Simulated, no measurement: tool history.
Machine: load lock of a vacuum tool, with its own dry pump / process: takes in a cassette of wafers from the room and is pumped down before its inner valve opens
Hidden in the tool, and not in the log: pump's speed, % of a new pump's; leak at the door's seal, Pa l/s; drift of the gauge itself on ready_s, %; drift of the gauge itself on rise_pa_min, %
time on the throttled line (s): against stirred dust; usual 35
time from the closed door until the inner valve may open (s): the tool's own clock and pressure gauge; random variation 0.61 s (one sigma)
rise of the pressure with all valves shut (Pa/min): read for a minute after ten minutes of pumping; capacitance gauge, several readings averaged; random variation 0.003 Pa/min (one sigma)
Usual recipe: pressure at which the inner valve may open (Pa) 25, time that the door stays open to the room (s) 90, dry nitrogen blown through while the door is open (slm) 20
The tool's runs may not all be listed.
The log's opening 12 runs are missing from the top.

run	hour	time on the throttled line (s)	pressure at which the inner valve may open (Pa)	time that the door stays open to the room (s)	dry nitrogen blown through while the door is open (slm)	hours that the pump has run since its overhaul	times that the door has closed on its seal	incoming humidity of the room's air, %	time from the closed door until the inner valve may open (s)	rise of the pressure with all valves shut (Pa/min)
13	3815.1	35	25	90	43	8066	4161	42.4	91.5	0.084
14	4010.9	35	39	90	43	8262	4564	44.5	88.9	0.082
15	4288.0	35	25	90	20	8539	5133	44.4	91.0	0.102
16	4595.8	29	25	90	20	8847	5765	44.5	88.3	0.117
17	4825.4	29	25	90	20	9076	6237	45.6	87.6	0.124
18	5230.7	29	25	90	8	9481	7069	46.4	88.1	0.151
19	5436.9	49	25	90	18	9688	7493	43.9	102.9	0.160
20	5632.7	49	25	90	5	9883	7895	44.4	103.2	0.182
21	5978.9	21	26	189	8	10230	8606	44.8	83.0	0.217
22	6328.0	21	26	189	8	10579	9323	44.7	83.0	0.243
23	6751.2	25	25	90	44	11002	10193	45.6	86.7	0.229
24	7126.0	22	30	90	44	11377	10963	43.2	83.6	0.254
25	7421.7	22	30	90	44	11672	11570	41.6	83.1	0.280
26	7679.0	35	31	56	20	11930	12099	44.2	91.8	0.305
27	8027.1	35	31	56	20	12278	12814	44.3	91.7	0.339
28	8209.8	35	31	56	20	12460	13189	42.2	91.9	0.341
29	8399.4	35	31	56	20	12650	13578	43.8	93.2	0.358
30	8811.8	35	31	36	20	13062	14426	45.8	93.0	0.381
31	9017.2	41	31	36	9	13268	14847	44.9	97.5	0.407
32	9442.3	64	35	90	20	13693	15721	46.6	110.5	0.445
33	9747.5	64	35	173	20	13998	16348	43.5	111.5	0.491
34	10084.2	64	35	140	20	14335	17039	45.7	113.2	0.515
35	10279.0	35	19	90	20	14530	17439	46.1	96.5	0.522
36	10530.5	23	25	90	9	14781	17956	42.4	87.2	0.542

Each row is a separate what-if for the run after 36, all from the same tool condition, not one after another. Results?
A	10930.7	49	18	92	9	15181	18778	44.9	?	?
B	10930.7	27	25	84	4	15181	18778	45.3	?	?
C	10930.7	60	25	90	9	15181	18778	43.3	?	?

run	time from the closed door until the inner valve may open (s)	rise of the pressure with all valves shut (Pa/min)
A	107.8	0.587
B	90.7	0.597
C	111.6	0.584
With no hidden state in the tool, these same runs would have given:
run	time from the closed door until the inner valve may open (s)	rise of the pressure with all valves shut (Pa/min)
A	100.1	0.031
B	82.5	0.042
C	104.8	0.028
